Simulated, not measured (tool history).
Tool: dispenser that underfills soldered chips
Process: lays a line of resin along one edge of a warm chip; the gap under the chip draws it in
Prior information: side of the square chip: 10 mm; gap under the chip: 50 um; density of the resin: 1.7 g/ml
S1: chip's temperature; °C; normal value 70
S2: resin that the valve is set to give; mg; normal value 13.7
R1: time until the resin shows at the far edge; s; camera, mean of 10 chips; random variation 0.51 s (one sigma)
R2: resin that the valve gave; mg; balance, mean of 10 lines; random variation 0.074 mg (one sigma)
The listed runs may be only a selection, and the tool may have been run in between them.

run	hour	S1	S2	R1	R2
1	0	70	13.7	56.4	13.53
# hour 7: new syringe of resin
2	11.8	70	13.7	50.4	13.43
3	21.1	70	16.8	60.4	16.1
# hour 23.6: new syringe of resin
4	27.6	70	16.8	48.5	16.41
5	32.8	70	16.8	54.5	16.22
6	38.2	70	16.2	60.7	15.73
# hour 39.9: new syringe of resin
7	45.1	70	16.2	50.4	15.57
8	54.3	70	13.7	62.4	13.22
# hour 56.3: new syringe of resin
9	62.8	70	13.7	52.8	13.15
# hour 72.5: new syringe of resin
10	72.5	70	13.7	46.4	12.93
11	77.5	70	13.7	52.1	12.88
12	82.4	70	13.5	58.3	12.71
# hour 88.9: new syringe of resin
13	92.3	70	13.5	49.9	12.61
14	99.9	70	13.5	59.4	12.45
# hour 105.2: new syringe of resin
15	106.5	70	13.7	47.6	12.78
16	112.1	70	13.7	55	12.63
# hour 121.2: new syringe of resin
17	122.1	56	13.7	84	12.68
# hour 131.3: dispensing valve cleaned and set on the balance
18	131.3	75	14	45.1	14
19	136.8	69	11.7	68.4	11.75
# hour 138.3: new syringe of resin
20	145.7	69	11.7	57.7	11.6
# hour 154.5: new syringe of resin
21	156.8	85	11.7	28.5	11.61
22	163	70	16.9	58.1	16.43
# hour 165.9: stage's temperature calibrated
23	169.1	66	14	67.4	13.66
# hour 171.8: new syringe of resin
24	178.6	66	16.5	56.7	16.08
# hour 187.9: new syringe of resin
25	190	58	15	72.2	14.6
26	195.6	71	16.6	48.1	16.09
27	202.6	70	15	58.9	14.44
# hour 203.9: new syringe of resin
28	213.9	69	16.6	54.5	15.94
29	218.7	69	16.6	58.9	15.85
# hour 219.9: new syringe of resin
30	225.1	56	13	84.4	12.28
31	230.3	57	12.3	92.8	11.85
# hour 236.5: new syringe of resin
32	242.1	68	13.2	53.1	12.52
33	251.4	65	14	72.2	13.25
# hour 252.6: new syringe of resin
34	262.6	76	14	42.2	13.06

Forecast each of these 4 alternatives for the next run:
# hour 268.9: new syringe of resin
A	268.9	70	15.2	?	?
# hour 268.9: new syringe of resin
B	268.9	59	11.9	?	?
# hour 268.9: new syringe of resin
C	268.9	55	13.7	?	?
# hour 268.9: new syringe of resin
D	268.9	66	15.5	?	?

run	R1	R2
A	41.5	14.25
B	66.8	11.23
C	77.6	12.81
D	48.3	14.68
Stripped of hidden state, with their random variation kept, the same runs would have yielded:
run	R1	R2
A	40.9	15.25
B	64.8	12.02
C	75.9	13.71
D	47.5	15.71
